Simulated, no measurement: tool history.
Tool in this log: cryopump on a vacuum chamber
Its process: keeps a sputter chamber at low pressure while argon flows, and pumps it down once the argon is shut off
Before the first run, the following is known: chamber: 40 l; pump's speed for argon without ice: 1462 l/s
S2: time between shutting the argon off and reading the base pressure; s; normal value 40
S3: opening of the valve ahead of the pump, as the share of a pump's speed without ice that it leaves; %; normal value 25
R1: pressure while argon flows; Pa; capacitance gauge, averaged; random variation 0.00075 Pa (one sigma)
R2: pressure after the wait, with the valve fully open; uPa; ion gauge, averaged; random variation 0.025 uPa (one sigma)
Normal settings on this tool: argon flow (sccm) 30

run 1 hour=0.0 | argon_flow_(sccm)=30 S2=40 S3=25 | R1=0.1432 R2=1.39
run 2 hour=15.4 | argon_flow_(sccm)=30 S2=40 S3=25 | R1=0.1421 R2=1.34
run 3 hour=24.1 | argon_flow_(sccm)=30 S2=40 S3=25 | R1=0.1416 R2=1.44
run 4 hour=38.9 | argon_flow_(sccm)=30 S2=40 S3=25 | R1=0.1430 R2=1.41
run 5 hour=53.3 | argon_flow_(sccm)=30 S2=78 S3=25 | R1=0.1433 R2=1.01
run 6 hour=73.1 | argon_flow_(sccm)=30 S2=40 S3=25 | R1=0.1431 R2=1.41
run 7 hour=83.3 | argon_flow_(sccm)=30 S2=40 S3=25 | R1=0.1434 R2=1.46
run 8 hour=95.3 | argon_flow_(sccm)=30 S2=40 S3=25 | R1=0.1418 R2=1.47
run 9 hour=110.9 | argon_flow_(sccm)=30 S2=40 S3=25 | R1=0.1436 R2=1.50
run 10 hour=121.2 | argon_flow_(sccm)=30 S2=40 S3=25 | R1=0.1424 R2=1.52
run 11 hour=133.6 | argon_flow_(sccm)=30 S2=249 S3=25 | R1=0.1425 R2=0.81
run 12 hour=145.8 | argon_flow_(sccm)=30 S2=40 S3=25 | R1=0.1449 R2=1.53
run 13 hour=163.9 | argon_flow_(sccm)=22 S2=40 S3=25 | R1=0.1058 R2=1.59
run 14 hour=182.4 | argon_flow_(sccm)=22 S2=40 S3=25 | R1=0.1061 R2=1.56
run 15 hour=191.2 | argon_flow_(sccm)=22 S2=40 S3=25 | R1=0.1043 R2=1.57
run 16 hour=209.4 | argon_flow_(sccm)=22 S2=40 S3=25 | R1=0.1057 R2=1.57
run 17 hour=228.8 | argon_flow_(sccm)=22 S2=40 S3=25 | R1=0.1052 R2=1.58
run 18 hour=241.8 | argon_flow_(sccm)=22 S2=40 S3=25 | R1=0.1053 R2=1.61
run 19 hour=250.1 | argon_flow_(sccm)=42 S2=195 S3=37 | R1=0.1392 R2=0.99
run 20 hour=267.7 | argon_flow_(sccm)=27 S2=40 S3=40 | R1=0.0833 R2=1.70
run 21 hour=287.7 | argon_flow_(sccm)=27 S2=40 S3=40 | R1=0.0826 R2=1.65
run 22 hour=306.1 | argon_flow_(sccm)=31 S2=40 S3=25 | R1=0.1501 R2=1.66
run 23 hour=319.4 | argon_flow_(sccm)=15 S2=271 S3=36 | R1=0.0518 R2=0.99
run 24 hour=333.4 | argon_flow_(sccm)=31 S2=127 S3=17 | R1=0.2166 R2=1.17
run 25 hour=342.1 | argon_flow_(sccm)=19 S2=41 S3=25 | R1=0.0928 R2=1.72
run 26 hour=358.5 | argon_flow_(sccm)=51 S2=26 S3=25 | R1=0.2459 R2=2.16
run 27 hour=367.1 | argon_flow_(sccm)=28 S2=40 S3=25 | R1=0.1369 R2=1.76
run 28 hour=383.6 | argon_flow_(sccm)=25 S2=83 S3=29 | R1=0.1067 R2=1.39
run 29 hour=391.9 | argon_flow_(sccm)=44 S2=40 S3=38 | R1=0.1434 R2=1.78
run 30 hour=401.7 | argon_flow_(sccm)=50 S2=180 S3=44 | R1=0.1437 R2=1.13
run 31 hour=412.9 | argon_flow_(sccm)=50 S2=180 S3=44 | R1=0.1444 R2=1.19
run 32 hour=430.2 | argon_flow_(sccm)=50 S2=180 S3=44 | R1=0.1437 R2=1.21
run 33 hour=439.6 | argon_flow_(sccm)=50 S2=180 S3=44 | R1=0.1448 R2=1.26
run 34 hour=448.1 | argon_flow_(sccm)=56 S2=181 S3=25 | R1=0.2760 R2=1.23
run 35 hour=467.2 | argon_flow_(sccm)=43 S2=40 S3=54 | R1=0.1039 R2=1.83

What if the next run were any one of these 3? Each begins from the tool's condition after run 35:
run A hour=486.6 | argon_flow_(sccm)=59 S2=123 S3=25 | R1=? R2=?
run B hour=486.6 | argon_flow_(sccm)=51 S2=23 S3=37 | R1=? R2=?
run C hour=486.6 | argon_flow_(sccm)=17 S2=80 S3=54 | R1=? R2=?

run=A R1=0.2911 R2=1.37
run=B R1=0.1743 R2=2.49
run=C R1=0.0409 R2=1.49
What these runs would have given with no unlogged condition in the tool:
run=A R1=0.2740 R2=0.47
run=B R1=0.1596 R2=1.61
run=C R1=0.0360 R2=0.61

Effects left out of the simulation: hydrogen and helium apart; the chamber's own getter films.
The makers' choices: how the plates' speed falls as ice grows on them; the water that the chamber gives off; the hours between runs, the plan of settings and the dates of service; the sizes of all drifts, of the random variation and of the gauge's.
